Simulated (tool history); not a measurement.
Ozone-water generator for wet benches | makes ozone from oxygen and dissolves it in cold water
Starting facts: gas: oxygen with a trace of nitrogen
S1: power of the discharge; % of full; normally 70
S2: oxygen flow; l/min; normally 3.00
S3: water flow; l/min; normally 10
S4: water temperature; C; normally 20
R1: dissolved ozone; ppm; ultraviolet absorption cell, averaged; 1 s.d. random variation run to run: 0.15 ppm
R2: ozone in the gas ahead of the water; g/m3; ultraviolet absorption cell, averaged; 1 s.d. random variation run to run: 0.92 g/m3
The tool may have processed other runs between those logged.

run 1 hour=0.0 | S1=70 S2=3.00 S3=10 S4=20 | R1=17.6 R2=148.4
run 2 hour=61.5 | S1=70 S2=3.00 S3=7 S4=20 | R1=22.9 R2=149.6
run 3 hour=174.4 | S1=70 S2=3.00 S3=7 S4=20 | R1=22.8 R2=149.4
run 4 hour=291.8 | S1=70 S2=3.00 S3=10 S4=20 | R1=17.5 R2=148.7
run 5 hour=374.7 | S1=70 S2=3.00 S3=10 S4=20 | R1=17.6 R2=148.6
run 6 hour=442.4 | S1=70 S2=3.00 S3=10 S4=20 | R1=17.3 R2=148.6
run 7 hour=523.1 | S1=67 S2=1.63 S3=12 S4=20 | R1=13.3 R2=195.7
run 8 hour=597.7 | S1=61 S2=1.66 S3=7 S4=20 | R1=20.3 R2=179.3
run 9 hour=691.5 | S1=76 S2=2.92 S3=8 S4=19 | R1=22.3 R2=160.7

Forecast run 10:
run 10 hour=772.2 | S1=76 S2=2.92 S3=8 S4=19 | R1=? R2=?

Run 10 came out at R1 22.5 ppm, R2 161.5 g/m3.
With no hidden state in the tool, this same run would have given R1 23.5 ppm, R2 167.1 g/m3.
